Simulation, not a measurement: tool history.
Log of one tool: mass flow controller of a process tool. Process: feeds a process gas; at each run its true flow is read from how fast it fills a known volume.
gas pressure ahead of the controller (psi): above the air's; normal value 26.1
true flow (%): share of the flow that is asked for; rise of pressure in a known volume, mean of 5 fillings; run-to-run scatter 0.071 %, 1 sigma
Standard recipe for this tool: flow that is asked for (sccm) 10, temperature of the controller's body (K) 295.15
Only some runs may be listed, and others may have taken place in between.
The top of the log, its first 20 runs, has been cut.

| run | hour | flow that is asked for (sccm) | gas pressure ahead of the controller (psi) | temperature of the controller's body (K) | hours of work since the controller was set to zero | hours of work since the controller was changed | true flow (%) |
|---|---|---|---|---|---|---|---|
| 21 | 1969.2 | 10 | 36.4 | 295.15 | 2263 | 2263 | 101.30 |
| 22 | 2107.8 | 10 | 36.4 | 295.15 | 2321 | 2321 | 101.34 |
| 23 | 2180.4 | 14 | 40.5 | 310.15 | 2351 | 2351 | 101.98 |
| 24 | 2324.4 | 14 | 40.5 | 310.15 | 2411 | 2411 | 101.89 |
| 25 | 2447.2 | 14 | 40.5 | 310.15 | 2462 | 2462 | 102.01 |
|  | 2459.4 | controller's zero set anew |
| 26 | 2538.3 | 10 | 26.1 | 294.15 | 33 | 2499 | 101.40 |
| 27 | 2629.8 | 3 | 25.2 | 308.15 | 71 | 2537 | 104.32 |
| 28 | 2738.5 | 7 | 26.1 | 295.15 | 116 | 2582 | 101.98 |
|  | 2800.7 | controller's zero set anew, once more |
| 29 | 2802.1 | 12 | 34.4 | 298.15 | 1 | 2609 | 101.00 |
| 30 | 2907.4 | 12 | 34.4 | 298.15 | 44 | 2652 | 101.06 |
| 31 | 3002.9 | 3 | 33.8 | 302.15 | 84 | 2692 | 101.34 |
| 32 | 3071.2 | 8 | 26.7 | 296.15 | 112 | 2720 | 100.63 |
| 33 | 3158.8 | 4 | 38.7 | 295.15 | 149 | 2757 | 101.21 |
| 34 | 3227.4 | 4 | 32.8 | 310.15 | 177 | 2785 | 101.50 |
| 35 | 3338.2 | 4 | 22.9 | 311.15 | 223 | 2831 | 101.29 |
| 36 | 3431.2 | 4 | 22.9 | 311.15 | 262 | 2870 | 101.27 |
| 37 | 3564.6 | 10 | 31.5 | 296.15 | 317 | 2925 | 101.00 |
| 38 | 3627.9 | 6 | 29.2 | 295.15 | 343 | 2951 | 100.88 |
| 39 | 3760.2 | 6 | 29.2 | 295.15 | 398 | 3006 | 100.97 |
| 40 | 3868.7 | 6 | 29.2 | 295.15 | 443 | 3051 | 101.03 |
| 41 | 3992.4 | 9 | 40.5 | 302.15 | 495 | 3103 | 101.70 |
| 42 | 4095.4 | 9 | 40.5 | 302.15 | 537 | 3145 | 101.64 |
| 43 | 4204.4 | 5 | 35.5 | 306.15 | 583 | 3191 | 101.74 |

Below are 4 alternative next runs, each starting from the tool's condition after run 43. Predict each:
| A | 4264.4 | 3 | 26.1 | 295.15 | 608 | 3216 | ? |
| B | 4264.4 | 6 | 33.6 | 306.15 | 608 | 3216 | ? |
| C | 4264.4 | 17 | 29.2 | 310.15 | 608 | 3216 | ? |
| D | 4264.4 | 4 | 35.8 | 312.15 | 608 | 3216 | ? |

| run | true flow (%) |
|---|---|
| A | 101.37 |
| B | 101.65 |
| C | 101.64 |
| D | 102.10 |
Without the tool's unlogged condition, the same runs would have read:
| run | true flow (%) |
|---|---|
| A | 99.21 |
| B | 99.98 |
| C | 100.28 |
| D | 100.19 |
